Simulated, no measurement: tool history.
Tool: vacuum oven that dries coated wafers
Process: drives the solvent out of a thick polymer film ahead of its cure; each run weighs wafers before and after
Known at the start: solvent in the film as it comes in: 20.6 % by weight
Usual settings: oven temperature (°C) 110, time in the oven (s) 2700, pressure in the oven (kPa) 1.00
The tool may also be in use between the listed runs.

Run 1, hour 0.0: usual settings. Result: solvent left in the film (%) 3.42.
Run 2, hour 41.0: usual settings. Result: solvent left in the film (%) 3.49.
Run 3, hour 90.7: usual settings. Result: solvent left in the film (%) 3.50.
Run 4, hour 175.3: usual settings. Result: solvent left in the film (%) 3.33.
Run 5, hour 233.0: usual settings. Result: solvent left in the film (%) 3.36.
Run 6, hour 318.4: usual settings. Result: solvent left in the film (%) 3.30.
Run 7, hour 365.3: usual settings but oven temperature (°C) 124. Result: solvent left in the film (%) 0.94.
Run 8, hour 428.0: usual settings. Result: solvent left in the film (%) 3.24.
Run 9, hour 511.5: usual settings. Result: solvent left in the film (%) 3.20.
Run 10, hour 576.7: usual settings. Result: solvent left in the film (%) 3.31.
Run 11, hour 648.3: usual settings. Result: solvent left in the film (%) 3.13.
Run 12, hour 726.4: usual settings but oven temperature (°C) 103, time in the oven (s) 4440, pressure in the oven (kPa) 1.58. Result: solvent left in the film (%) 3.21.
At hour 758.0: oven's thermocouples calibrated.
Run 13, hour 812.8: usual settings but oven temperature (°C) 109, time in the oven (s) 3840, pressure in the oven (kPa) 1.09. Result: solvent left in the film (%) 3.12.
Run 14, hour 877.8: usual settings but oven temperature (°C) 122, time in the oven (s) 4440, pressure in the oven (kPa) 2.01. Result: solvent left in the film (%) 1.34.
Run 15, hour 941.0: usual settings but time in the oven (s) 2640, pressure in the oven (kPa) 2.08. Result: solvent left in the film (%) 5.20.
Run 16, hour 989.4: usual settings but oven temperature (°C) 102, pressure in the oven (kPa) 1.15. Result: solvent left in the film (%) 7.26.
At hour 997.0: vacuum gauge cleaned of residue and calibrated.
Run 17, hour 1049.7: usual settings but oven temperature (°C) 112, time in the oven (s) 4380, pressure in the oven (kPa) 1.15. Result: solvent left in the film (%) 2.16.
Run 18, hour 1112.7: usual settings but oven temperature (°C) 112, time in the oven (s) 4380, pressure in the oven (kPa) 1.15. Result: solvent left in the film (%) 2.09.
At hour 1167.4: vacuum gauge cleaned of residue and calibrated, once more.
Run 19, hour 1185.1: usual settings but time in the oven (s) 3420. Result: solvent left in the film (%) 3.14.
Run 20, hour 1221.5: usual settings but time in the oven (s) 3420. Result: solvent left in the film (%) 3.07.
Run 21, hour 1278.3: usual settings but oven temperature (°C) 111, time in the oven (s) 3420, pressure in the oven (kPa) 1.91. Result: solvent left in the film (%) 3.40.
Run 22, hour 1349.8: usual settings but oven temperature (°C) 122, time in the oven (s) 4800, pressure in the oven (kPa) 3.70. Result: solvent left in the film (%) 1.93.

4 ways to go on from here, each from the tool as it stands after run 22. What would each give?
Run A, hour 1397.6: usual settings but oven temperature (°C) 98, time in the oven (s) 1320, pressure in the oven (kPa) 1.79. Result: solvent left in the film (%) ?.
Run B, hour 1397.6: usual settings but oven temperature (°C) 122, time in the oven (s) 1740, pressure in the oven (kPa) 3.70. Result: solvent left in the film (%) ?.
Run C, hour 1397.6: usual settings but oven temperature (°C) 104, time in the oven (s) 4860, pressure in the oven (kPa) 2.29. Result: solvent left in the film (%) ?.
Run D, hour 1397.6: usual settings but oven temperature (°C) 122, time in the oven (s) 2220, pressure in the oven (kPa) 3.70. Result: solvent left in the film (%) ?.

run  solvent left in the film (%)
  A                         12.05
  B                          4.34
  C                          4.03
  D                          3.37
Without the tool's hidden state the same runs would have given:
run  solvent left in the film (%)
  A                         12.07
  B                          4.36
  C                          4.03
  D                          3.39

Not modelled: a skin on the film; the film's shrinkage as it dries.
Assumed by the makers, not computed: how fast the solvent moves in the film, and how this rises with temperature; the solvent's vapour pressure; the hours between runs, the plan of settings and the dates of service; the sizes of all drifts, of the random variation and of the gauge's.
